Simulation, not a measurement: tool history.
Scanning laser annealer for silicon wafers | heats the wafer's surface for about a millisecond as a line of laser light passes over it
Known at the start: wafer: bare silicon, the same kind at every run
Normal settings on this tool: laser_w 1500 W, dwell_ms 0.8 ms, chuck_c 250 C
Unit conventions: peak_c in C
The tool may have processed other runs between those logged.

run,hour,laser_w,dwell_ms,chuck_c,peak_c
1,0,1500,0.8,250,944
2,9.9,1500,0.8,250,941
3,21.2,1500,0.8,250,941
4,31.9,1500,0.8,250,940
5,45.2,1500,0.611,250,865
6,57,1500,0.8,250,939
7,72.4,1500,0.8,250,940
8,83.5,1500,0.66,250,881
9,99.5,1500,0.8,234,924
10,107,1500,0.8,250,936
11,114.8,1500,0.8,250,934
12,131.1,1500,0.8,250,936
13,146.9,1500,0.8,250,935
14,154.2,1500,0.8,250,934
15,170.2,1275,0.897,228,840
16,178.2,1510,0.8,225,910
17,185.7,1442,0.8,250,904
18,200.2,1442,0.8,250,905
19,208.5,1442,0.8,250,904
20,224.7,1461,0.892,283,979
21,232.4,1500,0.568,271,857
22,240.9,1581,0.789,249,964
23,251.5,1332,0.83,271,884
24,268.4,1588,0.726,217,908
25,285.6,1500,0.94,245,972
26,296,1500,0.94,245,973

Below are 5 alternative next runs, each starting from the tool's condition after run 26. Predict each:
A,305.4,1570,0.94,260,?
B,305.4,1534,0.582,250,?
C,305.4,1500,0.94,264,?
D,305.4,1344,0.604,245,?
E,305.4,1326,0.855,271,?

run,peak_c
A,1018
B,854
C,989
D,777
E,883
With no hidden state in the tool, these same runs would have given:
run,peak_c
A,1080
B,903
C,1049
D,822
E,933
